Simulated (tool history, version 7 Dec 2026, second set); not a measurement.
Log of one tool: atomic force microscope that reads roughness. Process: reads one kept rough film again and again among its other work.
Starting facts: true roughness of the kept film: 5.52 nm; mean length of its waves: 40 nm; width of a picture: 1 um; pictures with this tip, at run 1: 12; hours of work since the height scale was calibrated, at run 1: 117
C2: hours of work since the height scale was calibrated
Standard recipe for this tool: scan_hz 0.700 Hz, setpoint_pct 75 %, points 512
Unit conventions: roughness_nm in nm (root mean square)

{"run": 1, "hour": 0.0, "scan_hz": 0.7, "setpoint_pct": 75, "points": 512, "pictures with this tip": 12, "C2": 117, "roughness_nm": 4.659}
{"run": 2, "hour": 44.1, "scan_hz": 0.7, "setpoint_pct": 75, "points": 512, "pictures with this tip": 79, "C2": 148, "roughness_nm": 4.412}
{"run": 3, "hour": 61.8, "scan_hz": 0.669, "setpoint_pct": 75, "points": 512, "pictures with this tip": 106, "C2": 160, "roughness_nm": 4.301}
{"run": 4, "hour": 98.0, "scan_hz": 0.669, "setpoint_pct": 75, "points": 512, "pictures with this tip": 160, "C2": 186, "roughness_nm": 4.087}
{"run": 5, "hour": 136.0, "scan_hz": 0.669, "setpoint_pct": 75, "points": 512, "pictures with this tip": 217, "C2": 213, "roughness_nm": 3.906}
{"run": 6, "hour": 176.7, "scan_hz": 0.669, "setpoint_pct": 75, "points": 512, "pictures with this tip": 278, "C2": 242, "roughness_nm": 3.746}
{"hour": 195.6, "done": "new tip fitted"}
{"run": 7, "hour": 198.6, "scan_hz": 0.7, "setpoint_pct": 75, "points": 512, "pictures with this tip": 5, "C2": 257, "roughness_nm": 4.671}
{"run": 8, "hour": 239.5, "scan_hz": 0.7, "setpoint_pct": 75, "points": 512, "pictures with this tip": 66, "C2": 286, "roughness_nm": 4.421}
{"run": 9, "hour": 273.1, "scan_hz": 0.7, "setpoint_pct": 75, "points": 512, "pictures with this tip": 117, "C2": 309, "roughness_nm": 4.202}
{"run": 10, "hour": 300.7, "scan_hz": 0.7, "setpoint_pct": 75, "points": 512, "pictures with this tip": 158, "C2": 329, "roughness_nm": 4.035}
{"run": 11, "hour": 342.1, "scan_hz": 0.7, "setpoint_pct": 75, "points": 512, "pictures with this tip": 221, "C2": 358, "roughness_nm": 3.867}
{"run": 12, "hour": 377.8, "scan_hz": 0.7, "setpoint_pct": 60, "points": 512, "pictures with this tip": 274, "C2": 384, "roughness_nm": 3.741}
{"hour": 399.2, "done": "new tip fitted"}
{"run": 13, "hour": 412.1, "scan_hz": 0.7, "setpoint_pct": 66, "points": 631, "pictures with this tip": 19, "C2": 407, "roughness_nm": 4.68}
{"run": 14, "hour": 444.7, "scan_hz": 0.673, "setpoint_pct": 58, "points": 741, "pictures with this tip": 68, "C2": 431, "roughness_nm": 4.437}
{"run": 15, "hour": 468.2, "scan_hz": 0.673, "setpoint_pct": 58, "points": 741, "pictures with this tip": 104, "C2": 447, "roughness_nm": 4.32}
{"run": 16, "hour": 498.7, "scan_hz": 1.006, "setpoint_pct": 59, "points": 741, "pictures with this tip": 150, "C2": 469, "roughness_nm": 4.137}
{"run": 17, "hour": 525.5, "scan_hz": 0.825, "setpoint_pct": 78, "points": 512, "pictures with this tip": 190, "C2": 488, "roughness_nm": 3.9}
{"run": 18, "hour": 544.1, "scan_hz": 1.135, "setpoint_pct": 75, "points": 344, "pictures with this tip": 218, "C2": 501, "roughness_nm": 3.787}
{"run": 19, "hour": 585.6, "scan_hz": 1.46, "setpoint_pct": 74, "points": 315, "pictures with this tip": 280, "C2": 530, "roughness_nm": 3.583}

What does the tool deliver on the next run?
{"hour": 603.5, "done": "new tip fitted"}
{"run": 20, "hour": 628.3, "scan_hz": 0.844, "setpoint_pct": 90, "points": 273, "pictures with this tip": 38, "C2": 560, "roughness_nm": "?"}

{"run 20": {"roughness_nm": 4.347}}
With the hidden condition absent and the run-to-run variation left alone, this run would have shown roughness_nm 4.520 nm (root mean square).

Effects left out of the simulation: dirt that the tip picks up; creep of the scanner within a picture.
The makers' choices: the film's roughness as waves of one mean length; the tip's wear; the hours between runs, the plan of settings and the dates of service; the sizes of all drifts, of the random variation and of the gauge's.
